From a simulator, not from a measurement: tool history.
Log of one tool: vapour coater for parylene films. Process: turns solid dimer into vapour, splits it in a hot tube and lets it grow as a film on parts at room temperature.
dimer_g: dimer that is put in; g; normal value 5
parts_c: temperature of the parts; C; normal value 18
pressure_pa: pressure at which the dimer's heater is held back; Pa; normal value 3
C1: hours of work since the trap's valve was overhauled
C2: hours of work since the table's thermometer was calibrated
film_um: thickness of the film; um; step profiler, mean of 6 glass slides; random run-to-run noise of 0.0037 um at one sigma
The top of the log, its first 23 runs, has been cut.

{"run": 24, "hour": 675.6, "dimer_g": 5, "parts_c": 18, "pressure_pa": 3, "C1": 132, "C2": 195, "film_um": 0.972}
{"run": 25, "hour": 712.9, "dimer_g": 5, "parts_c": 18, "pressure_pa": 3, "C1": 152, "C2": 216, "film_um": 0.974}
{"run": 26, "hour": 748.1, "dimer_g": 4, "parts_c": 13, "pressure_pa": 3, "C1": 172, "C2": 235, "film_um": 0.901}
{"run": 27, "hour": 777.0, "dimer_g": 4, "parts_c": 13, "pressure_pa": 3, "C1": 188, "C2": 252, "film_um": 0.896}
{"run": 28, "hour": 808.3, "dimer_g": 4, "parts_c": 13, "pressure_pa": 3, "C1": 206, "C2": 269, "film_um": 0.902}
{"run": 29, "hour": 829.6, "dimer_g": 7, "parts_c": 19, "pressure_pa": 2.5, "C1": 218, "C2": 281, "film_um": 1.347}
{"run": 30, "hour": 847.8, "dimer_g": 7, "parts_c": 19, "pressure_pa": 2.5, "C1": 228, "C2": 291, "film_um": 1.345}
{"run": 31, "hour": 884.8, "dimer_g": 4, "parts_c": 12, "pressure_pa": 7.47, "C1": 248, "C2": 312, "film_um": 0.798}
{"run": 32, "hour": 926.0, "dimer_g": 4, "parts_c": 12, "pressure_pa": 7.47, "C1": 271, "C2": 335, "film_um": 0.795}
{"run": 33, "hour": 945.6, "dimer_g": 4, "parts_c": 21, "pressure_pa": 9.75, "C1": 282, "C2": 346, "film_um": 0.571}
{"run": 34, "hour": 986.4, "dimer_g": 2, "parts_c": 13, "pressure_pa": 4.72, "C1": 305, "C2": 369, "film_um": 0.406}
{"run": 35, "hour": 1028.6, "dimer_g": 4, "parts_c": 13, "pressure_pa": 4.72, "C1": 329, "C2": 392, "film_um": 0.818}
{"run": 36, "hour": 1049.1, "dimer_g": 4, "parts_c": 29, "pressure_pa": 4.72, "C1": 340, "C2": 404, "film_um": 0.509}
{"run": 37, "hour": 1090.1, "dimer_g": 6, "parts_c": 10, "pressure_pa": 9.31, "C1": 363, "C2": 426, "film_um": 1.198}
{"run": 38, "hour": 1130.9, "dimer_g": 2, "parts_c": 23, "pressure_pa": 3, "C1": 386, "C2": 449, "film_um": 0.327}
{"run": 39, "hour": 1169.7, "dimer_g": 2, "parts_c": 23, "pressure_pa": 8.34, "C1": 408, "C2": 471, "film_um": 0.277}
{"run": 40, "hour": 1193.4, "dimer_g": 2, "parts_c": 23, "pressure_pa": 8.34, "C1": 421, "C2": 484, "film_um": 0.274}
{"run": 41, "hour": 1234.5, "dimer_g": 2, "parts_c": 23, "pressure_pa": 8.34, "C1": 444, "C2": 507, "film_um": 0.266}
{"run": 42, "hour": 1272.3, "dimer_g": 4, "parts_c": 16, "pressure_pa": 3, "C1": 465, "C2": 528, "film_um": 0.792}
{"run": 43, "hour": 1314.6, "dimer_g": 4, "parts_c": 16, "pressure_pa": 3, "C1": 488, "C2": 552, "film_um": 0.783}
{"run": 44, "hour": 1349.6, "dimer_g": 4, "parts_c": 16, "pressure_pa": 3, "C1": 508, "C2": 571, "film_um": 0.786}
{"run": 45, "hour": 1374.4, "dimer_g": 5, "parts_c": 18, "pressure_pa": 9.11, "C1": 522, "C2": 585, "film_um": 0.762}
{"run": 46, "hour": 1398.6, "dimer_g": 5, "parts_c": 11, "pressure_pa": 3, "C1": 535, "C2": 599, "film_um": 1.131}
{"run": 47, "hour": 1421.1, "dimer_g": 5, "parts_c": 18, "pressure_pa": 10.35, "C1": 548, "C2": 611, "film_um": 0.75}
{"run": 48, "hour": 1457.6, "dimer_g": 5, "parts_c": 18, "pressure_pa": 10.35, "C1": 568, "C2": 632, "film_um": 0.744}

3 ways to go on from here, each from the tool as it stands after run 48. What would each give?
{"run": "A", "hour": 1488.7, "dimer_g": 8, "parts_c": 13, "pressure_pa": 9.59, "C1": 586, "C2": 649, "film_um": "?"}
{"run": "B", "hour": 1488.7, "dimer_g": 5, "parts_c": 22, "pressure_pa": 5.18, "C1": 586, "C2": 649, "film_um": "?"}
{"run": "C", "hour": 1488.7, "dimer_g": 7, "parts_c": 18, "pressure_pa": 3, "C1": 586, "C2": 649, "film_um": "?"}

run=A film_um=1.394
run=B film_um=0.743
run=C film_um=1.275
The same runs, with their run-to-run variation unchanged, on a tool lacking any hidden condition would have given:
run=A film_um=1.551
run=B film_um=0.825
run=C film_um=1.418

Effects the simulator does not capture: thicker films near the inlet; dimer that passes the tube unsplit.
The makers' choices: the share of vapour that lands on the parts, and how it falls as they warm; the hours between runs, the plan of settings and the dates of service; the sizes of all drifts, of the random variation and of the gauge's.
